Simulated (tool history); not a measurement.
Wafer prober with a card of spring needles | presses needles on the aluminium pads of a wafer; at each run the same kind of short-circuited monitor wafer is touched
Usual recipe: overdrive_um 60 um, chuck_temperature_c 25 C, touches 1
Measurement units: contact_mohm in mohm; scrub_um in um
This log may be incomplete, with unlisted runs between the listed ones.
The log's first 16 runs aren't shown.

{"run": 17, "day": 4.242, "overdrive_um": 60, "chuck_temperature_c": 53, "touches": 1, "contact_mohm": 274, "scrub_um": 7.862}
{"run": 18, "day": 4.462, "overdrive_um": 60, "chuck_temperature_c": 50, "touches": 3, "contact_mohm": 274, "scrub_um": 7.86}
{"day": 4.654, "done": "tips cleaned on abrasive film"}
{"run": 19, "day": 4.717, "overdrive_um": 64, "chuck_temperature_c": 110, "touches": 1, "contact_mohm": 288, "scrub_um": 8.375}
{"run": 20, "day": 5.008, "overdrive_um": 64, "chuck_temperature_c": 110, "touches": 2, "contact_mohm": 293, "scrub_um": 8.379}
{"day": 5.129, "done": "height of the first contact set anew"}
{"run": 21, "day": 5.333, "overdrive_um": 64, "chuck_temperature_c": 110, "touches": 2, "contact_mohm": 290, "scrub_um": 8.368}
{"day": 5.396, "done": "tips cleaned on abrasive film"}
{"run": 22, "day": 5.608, "overdrive_um": 64, "chuck_temperature_c": 110, "touches": 2, "contact_mohm": 299, "scrub_um": 8.378}
{"run": 23, "day": 5.875, "overdrive_um": 60, "chuck_temperature_c": 76, "touches": 1, "contact_mohm": 279, "scrub_um": 7.85}
{"day": 6.129, "done": "tips cleaned on abrasive film"}
{"run": 24, "day": 6.233, "overdrive_um": 43, "chuck_temperature_c": 125, "touches": 2, "contact_mohm": 302, "scrub_um": 5.621}
{"run": 25, "day": 6.496, "overdrive_um": 43, "chuck_temperature_c": 125, "touches": 2, "contact_mohm": 298, "scrub_um": 5.622}
{"day": 6.833, "done": "tips cleaned on abrasive film"}
{"run": 26, "day": 6.833, "overdrive_um": 45, "chuck_temperature_c": 25, "touches": 1, "contact_mohm": 269, "scrub_um": 5.875}
{"day": 7.104, "done": "gauge calibrated"}
{"run": 27, "day": 7.221, "overdrive_um": 45, "chuck_temperature_c": 25, "touches": 1, "contact_mohm": 276, "scrub_um": 5.931}
{"day": 7.538, "done": "tips cleaned on abrasive film"}
{"run": 28, "day": 7.538, "overdrive_um": 45, "chuck_temperature_c": 25, "touches": 1, "contact_mohm": 271, "scrub_um": 5.924}

Predict the results of run 29:
{"run": 29, "day": 7.892, "overdrive_um": 65, "chuck_temperature_c": 67, "touches": 1, "contact_mohm": "?", "scrub_um": "?"}

Logged for run 29: contact_mohm 276 mohm, scrub_um 8.554 um.
With no hidden state in the tool, this same run would have given contact_mohm 275 mohm, scrub_um 8.564 um.
